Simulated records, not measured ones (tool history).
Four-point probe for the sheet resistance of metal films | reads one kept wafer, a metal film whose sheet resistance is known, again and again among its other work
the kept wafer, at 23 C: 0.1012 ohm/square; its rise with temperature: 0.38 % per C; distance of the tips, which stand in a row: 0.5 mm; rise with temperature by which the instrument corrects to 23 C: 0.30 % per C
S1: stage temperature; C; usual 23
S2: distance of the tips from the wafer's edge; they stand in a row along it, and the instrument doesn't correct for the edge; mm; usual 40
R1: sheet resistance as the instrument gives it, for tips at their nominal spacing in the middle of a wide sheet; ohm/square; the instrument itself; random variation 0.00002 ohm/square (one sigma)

| run | hour | S1 | S2 | R1 |
|---|---|---|---|---|
| 1 | 0.0 | 23 | 40 | 0.101163 |
| 2 | 21.7 | 23 | 40 | 0.101173 |
| 3 | 39.6 | 23 | 40 | 0.101236 |
| 4 | 50.0 | 23 | 68 | 0.101209 |
| 5 | 71.6 | 23 | 68 | 0.101183 |
| 6 | 82.2 | 23 | 68 | 0.101209 |
| 7 | 102.1 | 23 | 68 | 0.101242 |
| 8 | 121.6 | 23 | 68 | 0.101242 |
| 9 | 133.0 | 23 | 4 | 0.102080 |
| 10 | 143.7 | 23 | 4 | 0.102098 |
| 11 | 153.4 | 23 | 4 | 0.102127 |
| 12 | 164.7 | 23 | 4 | 0.102085 |
| 13 | 175.8 | 23 | 4 | 0.102121 |
| 14 | 192.4 | 23 | 40 | 0.101256 |
| 15 | 208.2 | 23 | 40 | 0.101282 |
| 16 | 223.1 | 23 | 31 | 0.101313 |
| 17 | 233.3 | 21 | 40 | 0.101160 |
| 18 | 251.2 | 21 | 41 | 0.101183 |
| 19 | 266.6 | 32 | 8 | 0.102243 |
| 20 | 283.9 | 21 | 22 | 0.101196 |
| 21 | 299.2 | 21 | 22 | 0.101203 |
| 22 | 315.8 | 18 | 23 | 0.100940 |
| 23 | 330.9 | 20 | 11 | 0.101206 |
| 24 | 348.7 | 22 | 8 | 0.101463 |
| 25 | 365.9 | 23 | 12 | 0.101418 |
| 26 | 386.0 | 27 | 4 | 0.102538 |
| 27 | 397.5 | 23 | 45 | 0.101379 |

The next listed run, before its measurement:
| 28 | 410.2 | 23 | 16 | ? |

Run 28 gave R1 0.101403 ohm/square.
Without the tool's hidden state the same run would have given R1 0.101218 ohm/square.
